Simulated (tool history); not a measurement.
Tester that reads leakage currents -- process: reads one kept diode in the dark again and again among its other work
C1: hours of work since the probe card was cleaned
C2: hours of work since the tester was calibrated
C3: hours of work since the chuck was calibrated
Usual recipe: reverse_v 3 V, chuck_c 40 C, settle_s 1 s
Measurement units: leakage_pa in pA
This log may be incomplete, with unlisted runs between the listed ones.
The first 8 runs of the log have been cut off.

{"run": 9, "day": 39.55, "reverse_v": 3, "chuck_c": 40, "settle_s": 1, "C1": 1952, "C2": 1175, "C3": 632, "leakage_pa": 380.69}
{"run": 10, "day": 41.954, "reverse_v": 3, "chuck_c": 40, "settle_s": 1, "C1": 1978, "C2": 1201, "C3": 658, "leakage_pa": 374.83}
{"run": 11, "day": 45.796, "reverse_v": 3, "chuck_c": 40, "settle_s": 1, "C1": 2020, "C2": 1243, "C3": 700, "leakage_pa": 374.11}
{"run": 12, "day": 50.383, "reverse_v": 3, "chuck_c": 40, "settle_s": 1, "C1": 2070, "C2": 1293, "C3": 750, "leakage_pa": 370.03}
{"day": 54.175, "done": "chuck's temperature calibrated"}
{"run": 13, "day": 55.508, "reverse_v": 3, "chuck_c": 40, "settle_s": 1, "C1": 2124, "C2": 1347, "C3": 14, "leakage_pa": 428.66}
{"run": 14, "day": 61.0, "reverse_v": 3, "chuck_c": 40, "settle_s": 1, "C1": 2184, "C2": 1407, "C3": 74, "leakage_pa": 425.26}
{"run": 15, "day": 66.729, "reverse_v": 3, "chuck_c": 40, "settle_s": 6.54, "C1": 2246, "C2": 1469, "C3": 136, "leakage_pa": 419.71}
{"run": 16, "day": 72.479, "reverse_v": 3, "chuck_c": 40, "settle_s": 1, "C1": 2309, "C2": 1532, "C3": 199, "leakage_pa": 415.89}
{"run": 17, "day": 76.217, "reverse_v": 3, "chuck_c": 40, "settle_s": 1, "C1": 2349, "C2": 1572, "C3": 239, "leakage_pa": 413.24}
{"run": 18, "day": 79.875, "reverse_v": 3, "chuck_c": 40, "settle_s": 1, "C1": 2389, "C2": 1612, "C3": 279, "leakage_pa": 407.61}
{"run": 19, "day": 83.296, "reverse_v": 3, "chuck_c": 40, "settle_s": 1, "C1": 2426, "C2": 1649, "C3": 316, "leakage_pa": 406.23}
{"run": 20, "day": 88.5, "reverse_v": 3, "chuck_c": 40, "settle_s": 0.4, "C1": 2483, "C2": 1706, "C3": 373, "leakage_pa": 403.78}
{"run": 21, "day": 93.533, "reverse_v": 3, "chuck_c": 54, "settle_s": 1.84, "C1": 2537, "C2": 1760, "C3": 427, "leakage_pa": 1059.29}
{"run": 22, "day": 98.638, "reverse_v": 6.22, "chuck_c": 39, "settle_s": 1.84, "C1": 2593, "C2": 1816, "C3": 483, "leakage_pa": 462.73}
{"run": 23, "day": 104.533, "reverse_v": 18.84, "chuck_c": 39, "settle_s": 1.84, "C1": 2657, "C2": 1880, "C3": 547, "leakage_pa": 664.52}
{"run": 24, "day": 109.438, "reverse_v": 3, "chuck_c": 29, "settle_s": 1, "C1": 2710, "C2": 1933, "C3": 600, "leakage_pa": 168.79}
{"run": 25, "day": 113.196, "reverse_v": 3, "chuck_c": 24, "settle_s": 4.15, "C1": 2751, "C2": 1974, "C3": 641, "leakage_pa": 113.79}
{"run": 26, "day": 116.4, "reverse_v": 3, "chuck_c": 24, "settle_s": 4.15, "C1": 2786, "C2": 2009, "C3": 676, "leakage_pa": 112.97}
{"day": 118.354, "done": "probe card cleaned and baked"}
{"run": 27, "day": 119.283, "reverse_v": 6.45, "chuck_c": 43, "settle_s": 2.41, "C1": 10, "C2": 2039, "C3": 706, "leakage_pa": 589.7}

Run 28 comes next. What will it give?
{"run": 28, "day": 122.842, "reverse_v": 7.12, "chuck_c": 23, "settle_s": 2.41, "C1": 49, "C2": 2077, "C3": 744, "leakage_pa": "?"}

{"run 28": {"leakage_pa": 128.53}}
With no hidden state in the tool, this same run would have given leakage_pa 147.93 pA.
